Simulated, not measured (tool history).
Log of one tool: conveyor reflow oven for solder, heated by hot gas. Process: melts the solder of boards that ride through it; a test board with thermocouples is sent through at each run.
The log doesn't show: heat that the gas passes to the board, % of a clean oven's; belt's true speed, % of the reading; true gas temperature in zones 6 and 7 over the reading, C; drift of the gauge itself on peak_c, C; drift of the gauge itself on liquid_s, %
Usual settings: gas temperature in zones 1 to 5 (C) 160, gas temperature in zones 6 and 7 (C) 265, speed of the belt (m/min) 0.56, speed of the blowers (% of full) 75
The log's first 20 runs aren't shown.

run   hour  gas temperature in zones 1 to 5 (C)  gas temperature in zones 6 and 7 (C)  speed of the belt (m/min)  speed of the blowers (% of full)  hours of work since the flux was cleaned out  hours of work since the belt drive was overhauled  hours of work since the thermocouples were changed  highest temperature of the board (C)  time above the solder's melting point (s)
     350.6  -- thermocouples of zones 6 and 7 changed
 21    352                                  149                                   265                      0.475                                53                                            35                                                396                                                   1                                   245                                       57.2
 22  364.7                                  153                                   266                       0.56                                75                                            45                                                405                                                  11                                   248                                       54.5
 23  375.2                                  160                                   265                      0.497                                75                                            53                                                413                                                  19                                 251.9                                       69.5
 24  385.5                                  156                                   265                       0.58                                75                                            61                                                421                                                  27                                 246.1                                       50.9
 25  396.6                                  156                                   265                       0.58                                75                                            69                                                430                                                  35                                 246.9                                       51.2
 26  417.4                                  156                                   265                       0.58                                75                                            85                                                446                                                  51                                 246.5                                       51.8
 27  436.3                                  156                                   278                      0.549                                75                                            99                                                460                                                  65                                   260                                       65.5
 28  457.2                                  156                                   265                       0.56                                72                                           115                                                476                                                  81                                 246.2                                       52.5
 29    472                                  174                                   275                      0.577                                51                                           126                                                487                                                  92                                 248.2                                       56.8
 30  483.6                                  161                                   278                      0.668                                75                                           135                                                496                                                 101                                 252.2                                       49.4

Forecast each of these 4 alternatives for the next run:
  A  502.8                                  160                                   265                       0.56                                73                                           150                                                510                                                 116                                     ?                                          ?
  B  502.8                                  168                                   254                      0.668                                58                                           150                                                510                                                 116                                     ?                                          ?
  C  502.8                                  160                                   269                        0.5                                67                                           150                                                510                                                 116                                     ?                                          ?
  D  502.8                                  161                                   264                      0.668                                75                                           150                                                510                                                 116                                     ?                                          ?

run  highest temperature of the board (C)  time above the solder's melting point (s)
  A                                 246.7                                       54.4
  B                                 226.7                                       22.2
  C                                 251.9                                       68.4
  D                                 240.5                                       38.4
Without the tool's hidden state the same runs would have given:
run  highest temperature of the board (C)  time above the solder's melting point (s)
  A                                 248.4                                       55.9
  B                                 228.2                                       24.8
  C                                 253.4                                       69.5
  D                                 242.5                                       40.5
